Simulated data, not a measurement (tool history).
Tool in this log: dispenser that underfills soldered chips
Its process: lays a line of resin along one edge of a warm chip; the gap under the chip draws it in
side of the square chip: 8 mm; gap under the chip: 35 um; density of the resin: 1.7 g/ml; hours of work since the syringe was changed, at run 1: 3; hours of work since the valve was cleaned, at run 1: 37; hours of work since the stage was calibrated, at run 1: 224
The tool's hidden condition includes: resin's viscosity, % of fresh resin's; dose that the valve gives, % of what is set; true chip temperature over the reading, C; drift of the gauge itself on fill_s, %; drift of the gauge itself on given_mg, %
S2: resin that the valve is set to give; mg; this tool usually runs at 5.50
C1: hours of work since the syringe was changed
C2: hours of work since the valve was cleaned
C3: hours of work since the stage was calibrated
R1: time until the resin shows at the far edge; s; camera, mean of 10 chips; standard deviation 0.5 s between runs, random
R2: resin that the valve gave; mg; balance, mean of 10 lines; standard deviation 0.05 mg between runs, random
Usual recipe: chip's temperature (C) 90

run 1 day=0.000 | chip's_temperature_(C)=90 S2=5.50 | C1=3 C2=37 C3=224 | R1=48.2 R2=5.32
-- day=0.212 new syringe of resin
run 2 day=0.312 | chip's_temperature_(C)=90 S2=5.50 | C1=2 C2=42 C3=229 | R1=45.2 R2=5.32
-- day=0.612 new syringe of resin
run 3 day=0.662 | chip's_temperature_(C)=99 S2=5.50 | C1=1 C2=48 C3=235 | R1=34.1 R2=5.31
-- day=1.017 new syringe of resin
run 4 day=1.050 | chip's_temperature_(C)=90 S2=6.55 | C1=1 C2=55 C3=242 | R1=41.8 R2=6.27
-- day=1.429 new syringe of resin
run 5 day=1.458 | chip's_temperature_(C)=93 S2=5.50 | C1=1 C2=62 C3=249 | R1=39.0 R2=5.26
-- day=1.833 new syringe of resin
run 6 day=1.846 | chip's_temperature_(C)=100 S2=5.50 | C1=0 C2=69 C3=255 | R1=32.0 R2=5.19
run 7 day=2.138 | chip's_temperature_(C)=82 S2=5.50 | C1=5 C2=74 C3=261 | R1=67.0 R2=5.27
-- day=2.229 new syringe of resin
run 8 day=2.500 | chip's_temperature_(C)=82 S2=5.50 | C1=5 C2=80 C3=267 | R1=65.8 R2=5.29
-- day=2.617 new syringe of resin
run 9 day=2.762 | chip's_temperature_(C)=90 S2=5.50 | C1=3 C2=85 C3=272 | R1=47.3 R2=5.21
-- day=3.025 new syringe of resin
run 10 day=3.162 | chip's_temperature_(C)=96 S2=5.50 | C1=2 C2=92 C3=278 | R1=40.4 R2=5.10
run 11 day=3.362 | chip's_temperature_(C)=96 S2=5.50 | C1=6 C2=95 C3=282 | R1=46.6 R2=5.16
-- day=3.429 new syringe of resin
run 12 day=3.550 | chip's_temperature_(C)=96 S2=5.50 | C1=2 C2=98 C3=285 | R1=39.6 R2=5.10
-- day=3.821 new syringe of resin
run 13 day=3.821 | chip's_temperature_(C)=80 S2=5.50 | C1=0 C2=103 C3=290 | R1=55.3 R2=5.16
run 14 day=4.167 | chip's_temperature_(C)=103 S2=5.50 | C1=6 C2=109 C3=296 | R1=39.2 R2=5.03
-- day=4.208 new syringe of resin
run 15 day=4.350 | chip's_temperature_(C)=90 S2=5.59 | C1=3 C2=112 C3=299 | R1=47.8 R2=5.08
run 16 day=4.554 | chip's_temperature_(C)=90 S2=5.70 | C1=6 C2=116 C3=303 | R1=57.3 R2=5.29
-- day=4.600 new syringe of resin
run 17 day=4.767 | chip's_temperature_(C)=90 S2=5.50 | C1=3 C2=120 C3=306 | R1=49.1 R2=5.06
run 18 day=4.967 | chip's_temperature_(C)=90 S2=5.50 | C1=7 C2=123 C3=310 | R1=58.6 R2=5.04
-- day=5.012 new syringe of resin
run 19 day=5.204 | chip's_temperature_(C)=90 S2=5.50 | C1=3 C2=127 C3=314 | R1=49.5 R2=5.05
-- day=5.408 new syringe of resin
run 20 day=5.433 | chip's_temperature_(C)=75 S2=6.05 | C1=0 C2=131 C3=318 | R1=66.2 R2=5.54
run 21 day=5.633 | chip's_temperature_(C)=75 S2=4.90 | C1=4 C2=135 C3=321 | R1=82.7 R2=4.35
-- day=5.725 dispensing valve cleaned and set on the balance
-- day=5.838 new syringe of resin
run 22 day=5.900 | chip's_temperature_(C)=86 S2=5.50 | C1=1 C2=3 C3=325 | R1=48.6 R2=5.47
run 23 day=6.108 | chip's_temperature_(C)=94 S2=6.47 | C1=5 C2=7 C3=329 | R1=45.4 R2=6.56
-- day=6.238 new syringe of resin
run 24 day=6.500 | chip's_temperature_(C)=85 S2=6.15 | C1=5 C2=13 C3=336 | R1=58.8 R2=6.09
-- day=6.650 new syringe of resin
run 25 day=6.729 | chip's_temperature_(C)=92 S2=6.97 | C1=1 C2=17 C3=340 | R1=39.6 R2=6.97
run 26 day=6.983 | chip's_temperature_(C)=90 S2=6.09 | C1=6 C2=22 C3=344 | R1=54.4 R2=6.09
-- day=7.050 new syringe of resin
run 27 day=7.242 | chip's_temperature_(C)=96 S2=4.98 | C1=3 C2=26 C3=349 | R1=42.7 R2=4.81
-- day=7.442 new syringe of resin
run 28 day=7.558 | chip's_temperature_(C)=92 S2=5.11 | C1=2 C2=32 C3=354 | R1=43.7 R2=4.96
run 29 day=7.812 | chip's_temperature_(C)=99 S2=6.72 | C1=7 C2=36 C3=359 | R1=43.2 R2=6.57
-- day=7.854 new syringe of resin
-- day=7.954 stage's temperature calibrated
run 30 day=8.233 | chip's_temperature_(C)=78 S2=5.50 | C1=6 C2=43 C3=5 | R1=75.9 R2=5.34
-- day=8.312 new syringe of resin
run 31 day=8.583 | chip's_temperature_(C)=94 S2=6.07 | C1=5 C2=49 C3=11 | R1=44.2 R2=5.94
-- day=8.708 new syringe of resin
run 32 day=8.875 | chip's_temperature_(C)=97 S2=5.52 | C1=3 C2=54 C3=16 | R1=38.1 R2=5.30
-- day=9.096 new syringe of resin
run 33 day=9.204 | chip's_temperature_(C)=97 S2=5.52 | C1=2 C2=60 C3=22 | R1=36.8 R2=5.24
run 34 day=9.383 | chip's_temperature_(C)=97 S2=5.52 | C1=5 C2=63 C3=25 | R1=41.8 R2=5.35
-- day=9.492 new syringe of resin
run 35 day=9.600 | chip's_temperature_(C)=96 S2=6.87 | C1=2 C2=67 C3=29 | R1=38.1 R2=6.67

What if the next run were any one of these 4? Each begins from the tool's condition after run 35:
-- day=9.896 new syringe of resin
run A day=9.896 | chip's_temperature_(C)=83 S2=6.50 | C1=0 C2=72 C3=34 | R1=? R2=?
-- day=9.896 new syringe of resin
run B day=9.896 | chip's_temperature_(C)=95 S2=6.95 | C1=0 C2=72 C3=34 | R1=? R2=?
-- day=9.896 new syringe of resin
run C day=9.896 | chip's_temperature_(C)=91 S2=5.92 | C1=0 C2=72 C3=34 | R1=? R2=?
-- day=9.896 new syringe of resin
run D day=9.896 | chip's_temperature_(C)=99 S2=4.85 | C1=0 C2=72 C3=34 | R1=? R2=?

run=A R1=50.1 R2=6.25
run=B R1=34.4 R2=6.77
run=C R1=39.8 R2=5.63
run=D R1=33.6 R2=4.61
Without the tool's hidden state the same runs would have given:
run=A R1=49.0 R2=6.55
run=B R1=33.7 R2=7.08
run=C R1=38.9 R2=5.89
run=D R1=32.5 R2=4.83
